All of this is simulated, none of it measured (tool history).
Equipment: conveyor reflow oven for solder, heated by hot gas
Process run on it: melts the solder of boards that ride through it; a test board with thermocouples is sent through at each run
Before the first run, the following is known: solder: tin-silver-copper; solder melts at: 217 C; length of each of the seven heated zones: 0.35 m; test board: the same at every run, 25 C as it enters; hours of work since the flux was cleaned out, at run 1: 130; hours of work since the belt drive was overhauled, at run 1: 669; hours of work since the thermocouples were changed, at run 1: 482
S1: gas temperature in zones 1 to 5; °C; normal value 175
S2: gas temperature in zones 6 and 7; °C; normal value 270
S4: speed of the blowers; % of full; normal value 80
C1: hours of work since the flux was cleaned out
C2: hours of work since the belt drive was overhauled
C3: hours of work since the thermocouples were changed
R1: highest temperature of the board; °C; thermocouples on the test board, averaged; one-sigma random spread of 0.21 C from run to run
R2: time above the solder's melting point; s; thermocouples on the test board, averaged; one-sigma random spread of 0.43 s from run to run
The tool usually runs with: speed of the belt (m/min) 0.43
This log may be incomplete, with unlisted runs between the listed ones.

{"run": 1, "hour": 0.0, "S1": 175, "S2": 270, "speed of the belt (m/min)": 0.43, "S4": 80, "C1": 130, "C2": 669, "C3": 482, "R1": 258.8, "R2": 81.2}
{"run": 2, "hour": 46.9, "S1": 175, "S2": 270, "speed of the belt (m/min)": 0.43, "S4": 80, "C1": 163, "C2": 702, "C3": 515, "R1": 258.3, "R2": 81.5}
{"run": 3, "hour": 108.7, "S1": 175, "S2": 270, "speed of the belt (m/min)": 0.43, "S4": 80, "C1": 207, "C2": 746, "C3": 559, "R1": 257.9, "R2": 81.2}
{"run": 4, "hour": 174.3, "S1": 175, "S2": 278, "speed of the belt (m/min)": 0.43, "S4": 80, "C1": 254, "C2": 793, "C3": 605, "R1": 265.3, "R2": 86.3}
{"hour": 239.2, "done": "flux residue cleaned out of gas plates and filters"}
{"run": 5, "hour": 239.2, "S1": 175, "S2": 278, "speed of the belt (m/min)": 0.43, "S4": 80, "C1": 0, "C2": 835, "C3": 648, "R1": 267.1, "R2": 87.4}
{"run": 6, "hour": 295.1, "S1": 175, "S2": 270, "speed of the belt (m/min)": 0.43, "S4": 80, "C1": 40, "C2": 875, "C3": 687, "R1": 259.4, "R2": 82.6}
{"run": 7, "hour": 376.0, "S1": 175, "S2": 270, "speed of the belt (m/min)": 0.43, "S4": 80, "C1": 97, "C2": 932, "C3": 745, "R1": 259.4, "R2": 82.6}
{"run": 8, "hour": 414.1, "S1": 175, "S2": 270, "speed of the belt (m/min)": 0.43, "S4": 80, "C1": 124, "C2": 959, "C3": 772, "R1": 259.4, "R2": 82.3}
{"hour": 424.7, "done": "thermocouples of zones 6 and 7 changed"}
{"run": 9, "hour": 486.4, "S1": 175, "S2": 270, "speed of the belt (m/min)": 0.43, "S4": 80, "C1": 174, "C2": 1009, "C3": 44, "R1": 257.9, "R2": 81.9}
{"run": 10, "hour": 531.1, "S1": 175, "S2": 270, "speed of the belt (m/min)": 0.43, "S4": 80, "C1": 206, "C2": 1041, "C3": 75, "R1": 257.9, "R2": 81.7}
{"run": 11, "hour": 573.1, "S1": 171, "S2": 270, "speed of the belt (m/min)": 0.43, "S4": 80, "C1": 235, "C2": 1070, "C3": 105, "R1": 257.6, "R2": 79}
{"run": 12, "hour": 632.8, "S1": 189, "S2": 270, "speed of the belt (m/min)": 0.43, "S4": 80, "C1": 278, "C2": 1113, "C3": 148, "R1": 259.7, "R2": 88.8}
{"hour": 664.5, "done": "flux residue cleaned out of gas plates and filters"}
{"run": 13, "hour": 685.8, "S1": 189, "S2": 270, "speed of the belt (m/min)": 0.43, "S4": 80, "C1": 15, "C2": 1147, "C3": 182, "R1": 261.5, "R2": 92}
{"run": 14, "hour": 769.3, "S1": 175, "S2": 270, "speed of the belt (m/min)": 0.43, "S4": 80, "C1": 74, "C2": 1206, "C3": 241, "R1": 259.8, "R2": 83.9}
{"run": 15, "hour": 852.9, "S1": 175, "S2": 270, "speed of the belt (m/min)": 0.43, "S4": 80, "C1": 134, "C2": 1265, "C3": 300, "R1": 259.3, "R2": 83.3}
{"run": 16, "hour": 924.7, "S1": 175, "S2": 270, "speed of the belt (m/min)": 0.43, "S4": 80, "C1": 184, "C2": 1316, "C3": 351, "R1": 259, "R2": 83.4}
{"run": 17, "hour": 970.3, "S1": 175, "S2": 270, "speed of the belt (m/min)": 0.516, "S4": 80, "C1": 217, "C2": 1349, "C3": 383, "R1": 253.1, "R2": 64.4}
{"run": 18, "hour": 1005.8, "S1": 173, "S2": 261, "speed of the belt (m/min)": 0.387, "S4": 68, "C1": 242, "C2": 1374, "C3": 409, "R1": 250.7, "R2": 85.1}
{"run": 19, "hour": 1052.4, "S1": 176, "S2": 284, "speed of the belt (m/min)": 0.436, "S4": 79, "C1": 275, "C2": 1407, "C3": 442, "R1": 271.3, "R2": 89}
{"hour": 1089.5, "done": "flux residue cleaned out of gas plates and filters"}
{"run": 20, "hour": 1128.5, "S1": 160, "S2": 261, "speed of the belt (m/min)": 0.355, "S4": 50, "C1": 28, "C2": 1457, "C3": 492, "R1": 249.5, "R2": 83.8}
{"run": 21, "hour": 1168.1, "S1": 189, "S2": 274, "speed of the belt (m/min)": 0.43, "S4": 80, "C1": 56, "C2": 1485, "C3": 520, "R1": 265.8, "R2": 93.9}
{"hour": 1200.2, "done": "belt drive overhauled, speed set with a stopwatch"}
{"run": 22, "hour": 1237.0, "S1": 189, "S2": 274, "speed of the belt (m/min)": 0.43, "S4": 80, "C1": 102, "C2": 26, "C3": 566, "R1": 264.8, "R2": 90}
{"run": 23, "hour": 1276.6, "S1": 165, "S2": 270, "speed of the belt (m/min)": 0.43, "S4": 89, "C1": 130, "C2": 54, "C3": 594, "R1": 259.7, "R2": 76.5}
{"run": 24, "hour": 1339.1, "S1": 175, "S2": 268, "speed of the belt (m/min)": 0.402, "S4": 65, "C1": 174, "C2": 99, "C3": 639, "R1": 256.1, "R2": 83.6}
{"run": 25, "hour": 1382.2, "S1": 175, "S2": 268, "speed of the belt (m/min)": 0.402, "S4": 65, "C1": 205, "C2": 129, "C3": 669, "R1": 256, "R2": 83.2}
{"run": 26, "hour": 1417.9, "S1": 180, "S2": 260, "speed of the belt (m/min)": 0.455, "S4": 62, "C1": 230, "C2": 154, "C3": 694, "R1": 245.4, "R2": 65.1}
{"run": 27, "hour": 1502.1, "S1": 175, "S2": 260, "speed of the belt (m/min)": 0.342, "S4": 80, "C1": 290, "C2": 214, "C3": 754, "R1": 254.1, "R2": 99.9}
{"hour": 1516.0, "done": "flux residue cleaned out of gas plates and filters"}
{"hour": 1539.7, "done": "thermocouples of zones 6 and 7 changed"}
{"run": 28, "hour": 1547.9, "S1": 175, "S2": 260, "speed of the belt (m/min)": 0.342, "S4": 80, "C1": 21, "C2": 242, "C3": 6, "R1": 255, "R2": 101.3}
{"run": 29, "hour": 1620.2, "S1": 175, "S2": 260, "speed of the belt (m/min)": 0.342, "S4": 80, "C1": 72, "C2": 293, "C3": 57, "R1": 254.5, "R2": 101}
{"run": 30, "hour": 1685.6, "S1": 175, "S2": 260, "speed of the belt (m/min)": 0.342, "S4": 80, "C1": 119, "C2": 339, "C3": 103, "R1": 254.4, "R2": 100}
{"run": 31, "hour": 1755.6, "S1": 175, "S2": 260, "speed of the belt (m/min)": 0.342, "S4": 80, "C1": 169, "C2": 389, "C3": 153, "R1": 254, "R2": 101.1}

3 options for the next run, each taken on its own from the tool as it stands now. Forecast them:
{"run": "A", "hour": 1808.9, "S1": 171, "S2": 270, "speed of the belt (m/min)": 0.512, "S4": 80, "C1": 206, "C2": 427, "C3": 191, "R1": "?", "R2": "?"}
{"run": "B", "hour": 1808.9, "S1": 175, "S2": 275, "speed of the belt (m/min)": 0.43, "S4": 80, "C1": 206, "C2": 427, "C3": 191, "R1": "?", "R2": "?"}
{"run": "C", "hour": 1808.9, "S1": 167, "S2": 260, "speed of the belt (m/min)": 0.368, "S4": 55, "C1": 206, "C2": 427, "C3": 191, "R1": "?", "R2": "?"}

run=A R1=252.4 R2=60.6
run=B R1=262.6 R2=83.9
run=C R1=247.6 R2=79.7
Without the tool's unlogged condition, the same runs would have read:
run=A R1=253.3 R2=61
run=B R1=263.2 R2=83.4
run=C R1=247.6 R2=79.2

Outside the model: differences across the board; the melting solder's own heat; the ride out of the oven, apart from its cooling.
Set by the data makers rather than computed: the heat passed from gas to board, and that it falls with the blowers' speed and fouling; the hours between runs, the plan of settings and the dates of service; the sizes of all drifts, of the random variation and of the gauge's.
